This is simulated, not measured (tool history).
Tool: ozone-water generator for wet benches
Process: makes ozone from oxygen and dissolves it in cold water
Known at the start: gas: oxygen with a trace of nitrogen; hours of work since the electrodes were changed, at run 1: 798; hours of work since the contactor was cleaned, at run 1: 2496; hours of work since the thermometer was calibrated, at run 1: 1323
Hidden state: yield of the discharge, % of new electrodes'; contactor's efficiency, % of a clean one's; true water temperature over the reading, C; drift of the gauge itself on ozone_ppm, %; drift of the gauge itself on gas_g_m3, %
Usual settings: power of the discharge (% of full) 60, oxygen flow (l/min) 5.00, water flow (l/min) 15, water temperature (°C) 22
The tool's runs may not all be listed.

| run | hour | power of the discharge (% of full) | oxygen flow (l/min) | water flow (l/min) | water temperature (°C) | hours of work since the electrodes were changed | hours of work since the contactor was cleaned | hours of work since the thermometer was calibrated | dissolved ozone (ppm) | ozone in the gas ahead of the water (g/m3) |
|---|---|---|---|---|---|---|---|---|---|---|
| 1 | 0.0 | 60 | 5.00 | 15 | 22 | 798 | 2496 | 1323 | 20.1 | 195.3 |
| 2 | 32.0 | 60 | 5.00 | 15 | 22 | 826 | 2524 | 1351 | 20.0 | 196.0 |
| 3 | 49.0 | 60 | 5.00 | 15 | 22 | 841 | 2539 | 1366 | 19.7 | 196.5 |
| 4 | 70.6 | 60 | 5.00 | 10 | 22 | 860 | 2558 | 1385 | 25.7 | 197.3 |
| 5 | 92.5 | 60 | 5.00 | 10 | 22 | 879 | 2577 | 1404 | 25.4 | 195.6 |
| 6 | 113.1 | 60 | 5.00 | 10 | 22 | 897 | 2595 | 1422 | 26.1 | 197.5 |
| 7 | 133.4 | 60 | 5.00 | 15 | 22 | 915 | 2613 | 1440 | 19.6 | 194.8 |
| 8 | 162.9 | 60 | 5.00 | 15 | 22 | 941 | 2639 | 1466 | 19.7 | 196.1 |
| 9 | 191.0 | 60 | 5.00 | 15 | 22 | 965 | 2663 | 1490 | 19.8 | 194.9 |
| 10 | 225.4 | 60 | 5.00 | 15 | 22 | 996 | 2693 | 1520 | 19.6 | 195.5 |
|  | 231.2 | contactor cleaned |
| 11 | 266.7 | 60 | 5.00 | 15 | 22 | 1028 | 31 | 1553 | 18.7 | 195.1 |
| 12 | 296.9 | 60 | 5.00 | 15 | 22 | 1055 | 58 | 1580 | 19.2 | 194.0 |
| 13 | 323.4 | 50 | 4.56 | 15 | 22 | 1078 | 81 | 1603 | 16.2 | 176.1 |
| 14 | 339.8 | 50 | 4.56 | 15 | 22 | 1092 | 95 | 1617 | 16.3 | 176.6 |
| 15 | 366.4 | 42 | 2.97 | 10 | 23 | 1116 | 118 | 1641 | 19.6 | 199.1 |

The next listed run, before its measurement:
| 16 | 388.5 | 49 | 2.97 | 10 | 23 | 1135 | 138 | 1660 | ? | ? |

Run 16 gave dissolved ozone (ppm) 22.4, ozone in the gas ahead of the water (g/m3) 227.0.
Without the tool's hidden state the same run would have given dissolved ozone (ppm) 25.0, ozone in the gas ahead of the water (g/m3) 233.6.
